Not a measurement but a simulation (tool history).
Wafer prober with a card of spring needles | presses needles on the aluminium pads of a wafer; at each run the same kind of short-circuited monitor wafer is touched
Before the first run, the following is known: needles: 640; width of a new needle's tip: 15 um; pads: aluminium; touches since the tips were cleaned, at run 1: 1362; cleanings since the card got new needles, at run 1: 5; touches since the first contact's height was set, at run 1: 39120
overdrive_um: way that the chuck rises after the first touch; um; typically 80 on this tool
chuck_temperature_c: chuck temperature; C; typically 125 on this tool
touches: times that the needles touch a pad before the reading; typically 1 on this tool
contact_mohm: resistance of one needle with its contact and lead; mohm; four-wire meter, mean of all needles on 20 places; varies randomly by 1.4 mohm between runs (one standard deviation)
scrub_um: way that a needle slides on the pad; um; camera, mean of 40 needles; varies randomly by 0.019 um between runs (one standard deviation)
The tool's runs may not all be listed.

| run | hour | overdrive_um | chuck_temperature_c | touches | touches since the tips were cleaned | cleanings since the card got new needles | touches since the first contact's height was set | contact_mohm | scrub_um |
|---|---|---|---|---|---|---|---|---|---|
| 1 | 0.0 | 80 | 125 | 1 | 1362 | 5 | 39120 | 143 | 15.36 |
|  | 12.6 | tips cleaned on abrasive film |
| 2 | 18.1 | 80 | 125 | 1 | 2575 | 6 | 47483 | 150 | 15.30 |
|  | 26.9 | tips cleaned on abrasive film |
| 3 | 32.3 | 80 | 125 | 1 | 2491 | 7 | 54006 | 149 | 15.30 |
|  | 41.6 | tips cleaned on abrasive film |
|  | 56.6 | tips cleaned on abrasive film |
| 4 | 57.6 | 80 | 125 | 1 | 481 | 9 | 65639 | 134 | 15.25 |
|  | 73.0 | tips cleaned on abrasive film |
| 5 | 74.2 | 80 | 125 | 1 | 530 | 10 | 73277 | 134 | 15.22 |
|  | 87.7 | tips cleaned on abrasive film |
| 6 | 96.1 | 80 | 125 | 1 | 3911 | 11 | 83405 | 162 | 15.22 |
|  | 102.0 | tips cleaned on abrasive film |
|  | 115.6 | height of the first contact set anew |
|  | 118.0 | tips cleaned on abrasive film |
| 7 | 122.7 | 80 | 125 | 1 | 2153 | 13 | 3254 | 146 | 15.44 |
|  | 132.2 | tips cleaned on abrasive film |
|  | 147.4 | tips cleaned on abrasive film |
| 8 | 150.5 | 80 | 125 | 1 | 1441 | 15 | 16055 | 141 | 15.39 |
|  | 162.3 | tips cleaned on abrasive film |
| 9 | 163.5 | 80 | 125 | 1 | 569 | 16 | 22041 | 132 | 15.36 |
|  | 176.5 | tips cleaned on abrasive film |
| 10 | 179.4 | 68 | 125 | 1 | 1366 | 17 | 29387 | 148 | 13.06 |
|  | 191.7 | tips cleaned on abrasive film |
| 11 | 200.1 | 68 | 125 | 1 | 3894 | 18 | 38910 | 180 | 13.03 |
|  | 208.3 | tips cleaned on abrasive film |
|  | 224.5 | tips cleaned on abrasive film |
| 12 | 225.9 | 68 | 125 | 1 | 660 | 20 | 50797 | 143 | 13.00 |
|  | 239.5 | tips cleaned on abrasive film |
| 13 | 253.2 | 68 | 125 | 1 | 6321 | 21 | 63387 | 187 | 13.00 |
|  | 255.0 | tips cleaned on abrasive film |
|  | 270.3 | tips cleaned on abrasive film |
| 14 | 280.4 | 68 | 125 | 1 | 4640 | 23 | 75900 | 182 | 12.94 |
|  | 284.7 | tips cleaned on abrasive film |
| 15 | 292.9 | 80 | 125 | 1 | 3775 | 24 | 81665 | 164 | 15.25 |
|  | 299.3 | tips cleaned on abrasive film |
| 16 | 306.3 | 68 | 83 | 2 | 3217 | 25 | 87833 | 150 | 12.92 |
|  | 314.5 | tips cleaned on abrasive film |
|  | 317.0 | height of the first contact set anew |
| 17 | 319.0 | 80 | 125 | 1 | 1933 | 26 | 929 | 150 | 15.44 |
|  | 330.1 | tips cleaned on abrasive film |
| 18 | 335.1 | 89 | 83 | 1 | 2346 | 27 | 8358 | 143 | 17.18 |
|  | 344.6 | tips cleaned on abrasive film |
|  | 359.2 | tips cleaned on abrasive film |
| 19 | 361.5 | 89 | 83 | 1 | 1059 | 29 | 20500 | 135 | 17.13 |
|  | 374.7 | tips cleaned on abrasive film |
| 20 | 388.3 | 91 | 85 | 2 | 6300 | 30 | 32869 | 143 | 17.44 |
|  | 390.6 | tips cleaned on abrasive film |
|  | 405.2 | tips cleaned on abrasive film |
| 21 | 407.3 | 60 | 125 | 2 | 937 | 32 | 41580 | 144 | 11.45 |
|  | 419.6 | tips cleaned on abrasive film |
| 22 | 424.9 | 64 | 31 | 3 | 2457 | 33 | 49701 | 132 | 12.22 |
|  | 435.2 | tips cleaned on abrasive film |
| 23 | 447.4 | 69 | 39 | 1 | 5675 | 34 | 60115 | 189 | 13.21 |
|  | 450.3 | tips cleaned on abrasive film |
|  | 466.2 | tips cleaned on abrasive film |
| 24 | 472.1 | 62 | 33 | 1 | 2711 | 36 | 71437 | 169 | 11.80 |
|  | 480.7 | tips cleaned on abrasive film |
| 25 | 490.7 | 70 | 39 | 1 | 4623 | 37 | 80022 | 176 | 13.32 |
|  | 495.1 | tips cleaned on abrasive film |
|  | 510.3 | tips cleaned on abrasive film |
|  | 518.4 | height of the first contact set anew |
| 26 | 518.5 | 85 | 39 | 1 | 3661 | 39 | 39 | 150 | 16.41 |
|  | 525.2 | tips cleaned on abrasive film |
| 27 | 538.5 | 85 | 39 | 1 | 6161 | 40 | 9260 | 164 | 16.39 |
|  | 541.1 | tips cleaned on abrasive film |
|  | 556.3 | tips cleaned on abrasive film |
| 28 | 556.3 | 60 | 71 | 1 | 0 | 42 | 17451 | 126 | 11.54 |
| 29 | 569.5 | 60 | 71 | 1 | 6103 | 42 | 23554 | 212 | 11.52 |

Across each entry between runs, compare the hidden state at the last listed run before it with the hidden state at the first listed run after it:
In the gap between runs 1 and 2: tips cleaned on abrasive film (hour 12.6)
  debris on the tips, nm: 32.4 -> 39.2; way that the needles fall short of the set height, um: 0.5 -> 0.58; tips' diameter, um: 15.17 -> 15.2
  measured result minus the result with no hidden state, contact_mohm: +22 -> +27 mohm; scrub_um: -0.09 -> -0.11 um
In the gap between runs 2 and 3: tips cleaned on abrasive film (hour 26.9)
  debris on the tips, nm: 39.2 -> 40.9; way that the needles fall short of the set height, um: 0.58 -> 0.7; tips' diameter, um: 15.2 -> 15.24
  measured result minus the result with no hidden state, contact_mohm: +27 -> +28 mohm; scrub_um: -0.11 -> -0.14 um
In the gap between runs 3 and 4: tips cleaned on abrasive film (hour 41.6); tips cleaned on abrasive film (hour 56.6)
  debris on the tips, nm: 40.9 -> 14.3; way that the needles fall short of the set height, um: 0.7 -> 0.92; tips' diameter, um: 15.24 -> 15.32
  measured result minus the result with no hidden state, contact_mohm: +28 -> +11 mohm; scrub_um: -0.14 -> -0.18 um
In the gap between runs 4 and 5: tips cleaned on abrasive film (hour 73.0)
  debris on the tips, nm: 14.3 -> 16; way that the needles fall short of the set height, um: 0.92 -> 1.02; tips' diameter, um: 15.32 -> 15.36
  measured result minus the result with no hidden state, contact_mohm: +11 -> +12 mohm; scrub_um: -0.18 -> -0.19 um
In the gap between runs 5 and 6: tips cleaned on abrasive film (hour 87.7)
  debris on the tips, nm: 16 -> 54.6; way that the needles fall short of the set height, um: 1.02 -> 1.12; tips' diameter, um: 15.36 -> 15.39
  measured result minus the result with no hidden state, contact_mohm: +12 -> +39 mohm; scrub_um: -0.19 -> -0.22 um
In the gap between runs 6 and 7: tips cleaned on abrasive film (hour 102.0); height of the first contact set anew (hour 115.6); tips cleaned on abrasive film (hour 118.0)
  debris on the tips, nm: 54.6 -> 33.8; way that the needles fall short of the set height, um: 1.12 -> 0.07; tips' diameter, um: 15.39 -> 15.46
  measured result minus the result with no hidden state, contact_mohm: +39 -> +23 mohm; scrub_um: -0.22 -> -0.01 um
In the gap between runs 7 and 8: tips cleaned on abrasive film (hour 132.2); tips cleaned on abrasive film (hour 147.4)
  debris on the tips, nm: 33.8 -> 25.1; way that the needles fall short of the set height, um: 0.07 -> 0.24; tips' diameter, um: 15.46 -> 15.51
  measured result minus the result with no hidden state, contact_mohm: +23 -> +18 mohm; scrub_um: -0.01 -> -0.04 um
In the gap between runs 8 and 9: tips cleaned on abrasive film (hour 162.3)
  debris on the tips, nm: 25.1 -> 14.8; way that the needles fall short of the set height, um: 0.24 -> 0.32; tips' diameter, um: 15.51 -> 15.54
  measured result minus the result with no hidden state, contact_mohm: +18 -> +11 mohm; scrub_um: -0.04 -> -0.06 um
In the gap between runs 9 and 10: tips cleaned on abrasive film (hour 176.5)
  debris on the tips, nm: 14.8 -> 25.7; way that the needles fall short of the set height, um: 0.32 -> 0.4; tips' diameter, um: 15.54 -> 15.57
  measured result minus the result with no hidden state, contact_mohm: +11 -> +24 mohm; scrub_um: -0.06 -> -0.08 um
In the gap between runs 10 and 11: tips cleaned on abrasive film (hour 191.7)
  debris on the tips, nm: 25.7 -> 55.4; way that the needles fall short of the set height, um: 0.4 -> 0.49; tips' diameter, um: 15.57 -> 15.6
  measured result minus the result with no hidden state, contact_mohm: +24 -> +53 mohm; scrub_um: -0.08 -> -0.10 um
In the gap between runs 11 and 12: tips cleaned on abrasive film (hour 208.3); tips cleaned on abrasive film (hour 224.5)
  debris on the tips, nm: 55.4 -> 17.1; way that the needles fall short of the set height, um: 0.49 -> 0.63; tips' diameter, um: 15.6 -> 15.65
  measured result minus the result with no hidden state, contact_mohm: +53 -> +17 mohm; scrub_um: -0.10 -> -0.13 um
In the gap between runs 12 and 13: tips cleaned on abrasive film (hour 239.5)
  debris on the tips, nm: 17.1 -> 69; way that the needles fall short of the set height, um: 0.63 -> 0.71; tips' diameter, um: 15.65 -> 15.68
  measured result minus the result with no hidden state, contact_mohm: +17 -> +65 mohm; scrub_um: -0.13 -> -0.14 um
In the gap between runs 13 and 14: tips cleaned on abrasive film (hour 255.0); tips cleaned on abrasive film (hour 270.3)
  debris on the tips, nm: 69 -> 57.6; way that the needles fall short of the set height, um: 0.71 -> 0.89; tips' diameter, um: 15.68 -> 15.74
  measured result minus the result with no hidden state, contact_mohm: +65 -> +56 mohm; scrub_um: -0.14 -> -0.17 um
In the gap between runs 14 and 15: tips cleaned on abrasive film (hour 284.7)
  debris on the tips, nm: 57.6 -> 53.4; way that the needles fall short of the set height, um: 0.89 -> 1.01; tips' diameter, um: 15.74 -> 15.78
  measured result minus the result with no hidden state, contact_mohm: +56 -> +40 mohm; scrub_um: -0.17 -> -0.20 um
In the gap between runs 15 and 16: tips cleaned on abrasive film (hour 299.3)
  debris on the tips, nm: 53.4 -> 47.5; way that the needles fall short of the set height, um: 1.01 -> 1.12; tips' diameter, um: 15.78 -> 15.82
  measured result minus the result with no hidden state, contact_mohm: +40 -> +30 mohm; scrub_um: -0.20 -> -0.22 um
In the gap between runs 16 and 17: tips cleaned on abrasive film (hour 314.5); height of the first contact set anew (hour 317.0)
  debris on the tips, nm: 47.5 -> 35.3; way that the needles fall short of the set height, um: 1.12 -> 0; tips' diameter, um: 15.82 -> 15.86
  measured result minus the result with no hidden state, contact_mohm: +30 -> +26 mohm; scrub_um: -0.22 -> +0.00 um
In the gap between runs 17 and 18: tips cleaned on abrasive film (hour 330.1)
  debris on the tips, nm: 35.3 -> 37.6; way that the needles fall short of the set height, um: 0 -> 0.07; tips' diameter, um: 15.86 -> 15.89
  measured result minus the result with no hidden state, contact_mohm: +26 -> +25 mohm; scrub_um: +0.00 -> -0.02 um
In the gap between runs 18 and 19: tips cleaned on abrasive film (hour 344.6); tips cleaned on abrasive film (hour 359.2)
  debris on the tips, nm: 37.6 -> 28; way that the needles fall short of the set height, um: 0.07 -> 0.29; tips' diameter, um: 15.89 -> 15.96
  measured result minus the result with no hidden state, contact_mohm: +25 -> +19 mohm; scrub_um: -0.02 -> -0.05 um
In the gap between runs 19 and 20: tips cleaned on abrasive film (hour 374.7)
  debris on the tips, nm: 28 -> 67.3; way that the needles fall short of the set height, um: 0.29 -> 0.37; tips' diameter, um: 15.96 -> 15.99
  measured result minus the result with no hidden state, contact_mohm: +19 -> +26 mohm; scrub_um: -0.05 -> -0.07 um
In the gap between runs 20 and 21: tips cleaned on abrasive film (hour 390.6); tips cleaned on abrasive film (hour 405.2)
  debris on the tips, nm: 67.3 -> 22.3; way that the needles fall short of the set height, um: 0.37 -> 0.56; tips' diameter, um: 15.99 -> 16.06
  measured result minus the result with no hidden state, contact_mohm: +26 -> +18 mohm; scrub_um: -0.07 -> -0.11 um
In the gap between runs 21 and 22: tips cleaned on abrasive film (hour 419.6)
  debris on the tips, nm: 22.3 -> 39.8; way that the needles fall short of the set height, um: 0.56 -> 0.66; tips' diameter, um: 16.06 -> 16.09
  measured result minus the result with no hidden state, contact_mohm: +18 -> +19 mohm; scrub_um: -0.11 -> -0.13 um
In the gap between runs 22 and 23: tips cleaned on abrasive film (hour 435.2)
  debris on the tips, nm: 39.8 -> 66; way that the needles fall short of the set height, um: 0.66 -> 0.74; tips' diameter, um: 16.09 -> 16.12
  measured result minus the result with no hidden state, contact_mohm: +19 -> +74 mohm; scrub_um: -0.13 -> -0.14 um
In the gap between runs 23 and 24: tips cleaned on abrasive film (hour 450.3); tips cleaned on abrasive film (hour 466.2)
  debris on the tips, nm: 66 -> 40.6; way that the needles fall short of the set height, um: 0.74 -> 0.87; tips' diameter, um: 16.12 -> 16.17
  measured result minus the result with no hidden state, contact_mohm: +74 -> +56 mohm; scrub_um: -0.14 -> -0.17 um
In the gap between runs 24 and 25: tips cleaned on abrasive film (hour 480.7)
  debris on the tips, nm: 40.6 -> 56.7; way that the needles fall short of the set height, um: 0.87 -> 0.94; tips' diameter, um: 16.17 -> 16.19
  measured result minus the result with no hidden state, contact_mohm: +56 -> +63 mohm; scrub_um: -0.17 -> -0.19 um
In the gap between runs 25 and 26: tips cleaned on abrasive film (hour 495.1); tips cleaned on abrasive film (hour 510.3); height of the first contact set anew (hour 518.4)
  debris on the tips, nm: 56.7 -> 51.8; way that the needles fall short of the set height, um: 0.94 -> 0; tips' diameter, um: 16.19 -> 16.24
  measured result minus the result with no hidden state, contact_mohm: +63 -> +40 mohm; scrub_um: -0.19 -> +0.00 um
In the gap between runs 26 and 27: tips cleaned on abrasive film (hour 525.2)
  debris on the tips, nm: 51.8 -> 67.5; way that the needles fall short of the set height, um: 0 -> 0.08; tips' diameter, um: 16.24 -> 16.27
  measured result minus the result with no hidden state, contact_mohm: +40 -> +53 mohm; scrub_um: +0.00 -> -0.02 um
In the gap between runs 27 and 28: tips cleaned on abrasive film (hour 541.1); tips cleaned on abrasive film (hour 556.3)
  debris on the tips, nm: 67.5 -> 3.7; way that the needles fall short of the set height, um: 0.08 -> 0.3; tips' diameter, um: 16.27 -> 16.35
  measured result minus the result with no hidden state, contact_mohm: +53 -> +6 mohm; scrub_um: -0.02 -> -0.06 um
